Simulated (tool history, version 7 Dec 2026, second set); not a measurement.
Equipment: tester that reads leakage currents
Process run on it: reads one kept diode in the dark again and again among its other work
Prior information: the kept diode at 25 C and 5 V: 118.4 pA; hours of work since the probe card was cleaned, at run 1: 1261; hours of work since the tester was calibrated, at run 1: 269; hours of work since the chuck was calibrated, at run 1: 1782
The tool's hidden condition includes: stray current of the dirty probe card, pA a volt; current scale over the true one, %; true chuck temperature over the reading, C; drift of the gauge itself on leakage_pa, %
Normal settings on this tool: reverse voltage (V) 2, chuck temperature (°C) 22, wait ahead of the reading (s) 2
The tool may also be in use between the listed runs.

run    hour  reverse voltage (V)  chuck temperature (°C)  wait ahead of the reading (s)  hours of work since the probe card was cleaned  hours of work since the tester was calibrated  hours of work since the chuck was calibrated  current that the tester gives (pA)
  1       0                    2                      22                              2                                            1261                                            269                                          1782                               54.54
  2    30.2                    2                      22                              2                                            1281                                            289                                          1803                               54.86
  3    85.2                 2.95                      22                              2                                            1318                                            326                                          1840                               66.54
  4   125.9                 2.95                      22                              2                                            1346                                            353                                          1867                               66.57
        132  -- probe card cleaned and baked
  5   164.6                 2.95                      22                              2                                              22                                            377                                          1891                                60.4
  6   237.1                    2                      22                              2                                              71                                            426                                          1940                               50.53
  7   269.6                    2                      22                              2                                              93                                            448                                          1962                               50.44
  8   333.8                 1.25                      22                              2                                             136                                            491                                          2005                               40.31
  9   380.4                 1.25                      22                              2                                             167                                            523                                          2036                                40.5
 10   439.1                    2                      22                              2                                             207                                            562                                          2076                               50.06
 11     473                    2                      22                              2                                             229                                            585                                          2099                               50.22
 12   527.1                    2                      22                           1.92                                             266                                            621                                          2135                               50.24
 13   585.1                    2                      22                           1.92                                             305                                            660                                          2174                                  50
      616.5  -- chuck's temperature calibrated
 14   631.7                    2                      22                           1.92                                             335                                            690                                            10                               58.74
 15   668.2                    2                      22                           1.92                                             359                                            715                                            35                                58.6
 16   710.2                    2                      22                           1.92                                             388                                            743                                            63                                58.7
 17   758.2                    2                      22                           6.95                                             420                                            776                                            95                               58.81
 18   805.4                    2                      22                           6.95                                             452                                            807                                           127                               58.64
 19   847.4                    2                      22                           0.49                                             480                                            836                                           155                               59.14
 20   913.2                 6.35                      22                              2                                             524                                            880                                           200                              101.89
 21   948.1                 2.13                      22                           9.74                                             548                                            903                                           223                               60.02
 22  1004.6                 2.79                      46                           1.49                                             586                                            941                                           261                              577.32
 23  1039.8                 2.79                      46                           1.49                                             609                                            965                                           285                              577.71
 24  1084.1                 1.44                      22                           0.78                                             639                                            995                                           315                               50.24
 25    1147                 3.18                      33                              2                                             682                                           1037                                           357                              198.76
 26  1176.6                 3.18                      33                              2                                             701                                           1057                                           377                              198.91
 27    1248                    2                      42                           0.37                                             749                                           1105                                           425                              349.68
 28  1280.4                 6.21                      31                           0.73                                             771                                           1127                                           447                              227.26
     1286.4  -- tester calibrated
 29  1336.7                 6.21                      31                           2.21                                             808                                             34                                           483                              226.34
 30  1385.2                 6.21                      31                           2.21                                             840                                             66                                           516                              226.46
     1422.2  -- tester calibrated, once more
 31  1444.8                11.08                      26                           2.21                                             879                                             15                                           555                              192.54
 32  1504.6                11.08                      26                           2.21                                             919                                             55                                           595                               193.4
 33  1558.2                    2                      47                              2                                             956                                             92                                           631                              528.34
 34  1609.2                    2                      47                              2                                             990                                            126                                           665                              527.74
 35  1668.3                 5.88                      43                           2.34                                            1030                                            166                                           705                              619.75
 36  1718.3                 1.58                      43                           0.87                                            1063                                            199                                           739                              334.85
 37  1774.6                 1.58                      43                           0.87                                            1101                                            237                                           776                              335.86
 38  1820.6                 1.58                      43                           0.87                                            1132                                            268                                           807                              334.61
 39  1870.7                 3.65                      43                            6.3                                            1166                                            302                                           841                              493.28
 40  1919.8                 6.22                      22                           0.54                                            1199                                            335                                           874                              103.26

Branching from run 40: 4 alternative next runs. What would each branch give?
  A  1965                 1.44                      22                              2                                            1229                                            365                                           905                                   ?
  B  1965                 3.49                      30                           4.17                                            1229                                            365                                           905                                   ?
  C  1965                    2                      43                           3.78                                            1229                                            365                                           905                                   ?
  D  1965                 1.01                      41                           2.47                                            1229                                            365                                           905                                   ?

run  current that the tester gives (pA)
  A                               49.24
  B                               155.4
  C                              369.94
  D                              229.09
With no hidden state in the tool, these same runs would have given:
run  current that the tester gives (pA)
  A                                50.6
  B                              161.15
  C                              393.65
  D                              244.42
